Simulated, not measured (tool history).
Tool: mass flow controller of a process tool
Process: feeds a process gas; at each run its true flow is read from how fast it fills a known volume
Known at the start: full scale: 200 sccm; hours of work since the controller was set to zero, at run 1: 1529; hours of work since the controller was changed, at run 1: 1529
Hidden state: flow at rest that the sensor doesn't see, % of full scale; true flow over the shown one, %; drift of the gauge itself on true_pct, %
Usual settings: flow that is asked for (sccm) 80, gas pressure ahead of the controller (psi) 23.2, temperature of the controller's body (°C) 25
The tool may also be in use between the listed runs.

run,day,flow that is asked for (sccm),gas pressure ahead of the controller (psi),temperature of the controller's body (°C),hours of work since the controller was set to zero,hours of work since the controller was changed,true flow (%)
1,0,80,23.2,25,1529,1529,98.22
2,2.817,80,23.2,22,1574,1574,98.56
3,5.654,80,23.2,22,1619,1619,98.67
4,7.883,80,23.2,22,1655,1655,98.77
5,9.992,80,23.2,25,1689,1689,98.42
6,13.133,80,23.2,25,1739,1739,98.42
7,14.504,80,23.2,25,1761,1761,98.62
8,17.35,80,23.2,25,1806,1806,98.63

Forecast run 9:
9,20.617,80,23.2,25,1858,1858,?

Run 9 gave true flow (%) 98.69.
Without the tool's hidden state the same run would have given true flow (%) 98.21.
